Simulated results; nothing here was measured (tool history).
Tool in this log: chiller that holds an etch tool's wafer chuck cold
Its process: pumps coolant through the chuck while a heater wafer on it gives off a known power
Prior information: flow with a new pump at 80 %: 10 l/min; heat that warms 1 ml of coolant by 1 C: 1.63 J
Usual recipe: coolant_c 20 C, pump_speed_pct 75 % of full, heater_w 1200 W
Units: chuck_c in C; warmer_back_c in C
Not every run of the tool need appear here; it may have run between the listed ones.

Run 1, hour 0: usual settings. Result: chuck_c 35.3 C, warmer_back_c 4.69 C.
Run 2, hour 21.7: usual settings. Result: chuck_c 35.4 C, warmer_back_c 4.69 C.
Run 3, hour 49.1: usual settings. Result: chuck_c 35.2 C, warmer_back_c 4.75 C.
Run 4, hour 64.2: usual settings but pump_speed_pct 98 % of full. Result: chuck_c 31.9 C, warmer_back_c 3.56 C.
Run 5, hour 93.2: usual settings but heater_w 1426 W. Result: chuck_c 38.4 C, warmer_back_c 5.63 C.
Run 6, hour 125.9: usual settings but pump_speed_pct 61 % of full. Result: chuck_c 38.9 C, warmer_back_c 6 C.
Run 7, hour 151.3: usual settings but pump_speed_pct 98 % of full. Result: chuck_c 32 C, warmer_back_c 3.52 C.
Run 8, hour 168.7: usual settings but coolant_c 11 C, pump_speed_pct 78 % of full, heater_w 1072 W. Result: chuck_c 24.2 C, warmer_back_c 4.07 C.
Run 9, hour 198.7: usual settings but coolant_c 22 C, pump_speed_pct 79 % of full, heater_w 1117 W. Result: chuck_c 35.6 C, warmer_back_c 4.19 C.
Run 10, hour 217: usual settings but coolant_c 22 C, pump_speed_pct 79 % of full, heater_w 1117 W. Result: chuck_c 35.7 C, warmer_back_c 4.2 C.
Run 11, hour 241: usual settings but coolant_c 15 C, pump_speed_pct 88 % of full. Result: chuck_c 28.2 C, warmer_back_c 3.98 C.
Run 12, hour 258.1: usual settings but coolant_c 24 C, pump_speed_pct 66 % of full, heater_w 861 W. Result: chuck_c 36.6 C, warmer_back_c 3.93 C.
Run 13, hour 280: usual settings but coolant_c 14 C, pump_speed_pct 61 % of full, heater_w 1120 W. Result: chuck_c 31.7 C, warmer_back_c 5.56 C.

Below are 5 alternative next runs, each starting from the tool's condition after run 13. Predict each:
Run A, hour 298: usual settings but coolant_c 16 C, pump_speed_pct 89 % of full, heater_w 619 W. Result: chuck_c ?, warmer_back_c ?.
Run B, hour 298: usual settings but coolant_c 14 C, pump_speed_pct 66 % of full, heater_w 1120 W. Result: chuck_c ?, warmer_back_c ?.
Run C, hour 298: usual settings but pump_speed_pct 97 % of full, heater_w 916 W. Result: chuck_c ?, warmer_back_c ?.
Run D, hour 298: usual settings but pump_speed_pct 73 % of full, heater_w 1741 W. Result: chuck_c ?, warmer_back_c ?.
Run E, hour 298: usual settings but pump_speed_pct 90 % of full, heater_w 960 W. Result: chuck_c ?, warmer_back_c ?.

run  chuck_c  warmer_back_c
  A     22.8           2.03
  B     30.3           5.13
  C     29.1           2.75
  D       43            7.1
  E     30.4           3.13
Take away the tool's hidden state, keep each run's random variation, and the runs would have read:
run  chuck_c  warmer_back_c
  A     22.1           2.02
  B     28.9           5.11
  C     28.3           2.74
  D     41.1           7.07
  E     29.5           3.12

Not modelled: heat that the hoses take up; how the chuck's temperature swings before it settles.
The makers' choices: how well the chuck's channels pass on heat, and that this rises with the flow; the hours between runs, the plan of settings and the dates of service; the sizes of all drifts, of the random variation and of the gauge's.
